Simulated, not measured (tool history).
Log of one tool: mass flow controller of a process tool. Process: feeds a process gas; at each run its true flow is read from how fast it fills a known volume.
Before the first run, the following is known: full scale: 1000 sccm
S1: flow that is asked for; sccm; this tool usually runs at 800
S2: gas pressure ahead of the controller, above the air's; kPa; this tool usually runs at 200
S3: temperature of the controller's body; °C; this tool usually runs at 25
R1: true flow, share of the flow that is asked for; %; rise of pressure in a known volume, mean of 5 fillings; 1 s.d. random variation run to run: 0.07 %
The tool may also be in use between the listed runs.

| run | hour | S1 | S2 | S3 | R1 |
|---|---|---|---|---|---|
| 1 | 0.0 | 800 | 200 | 25 | 102.21 |
| 2 | 277.9 | 800 | 200 | 25 | 102.34 |
| 3 | 527.5 | 800 | 200 | 25 | 102.48 |
| 4 | 666.4 | 800 | 200 | 25 | 102.51 |
| 5 | 788.2 | 800 | 200 | 25 | 102.56 |
| 6 | 1046.4 | 800 | 200 | 25 | 102.56 |
| 7 | 1204.7 | 514 | 200 | 25 | 102.14 |
|  | 1228.0 | controller exchanged for a calibrated one |
| 8 | 1464.3 | 249 | 197 | 28 | 97.75 |
| 9 | 1739.7 | 249 | 197 | 28 | 97.90 |
| 10 | 1965.9 | 800 | 165 | 32 | 99.61 |
| 11 | 2239.0 | 800 | 165 | 32 | 99.70 |
| 12 | 2389.6 | 575 | 235 | 32 | 99.64 |
| 13 | 2675.8 | 575 | 235 | 32 | 99.65 |
| 14 | 2832.1 | 575 | 235 | 32 | 99.62 |

Each run again, without the hidden state but with its own random variation kept:
The tool's hidden condition here consists of: flow at rest that the sensor doesn't see, % of full scale; true flow over the shown one, %; drift of the gauge itself on true_pct, %.
| run | R1 |
|---|---|
| 1 | 99.30 |
| 2 | 99.34 |
| 3 | 99.41 |
| 4 | 99.40 |
| 5 | 99.41 |
| 6 | 99.33 |
| 7 | 98.48 |
| 8 | 97.69 |
| 9 | 97.71 |
| 10 | 99.45 |
| 11 | 99.45 |
| 12 | 99.30 |
| 13 | 99.21 |
| 14 | 99.13 |

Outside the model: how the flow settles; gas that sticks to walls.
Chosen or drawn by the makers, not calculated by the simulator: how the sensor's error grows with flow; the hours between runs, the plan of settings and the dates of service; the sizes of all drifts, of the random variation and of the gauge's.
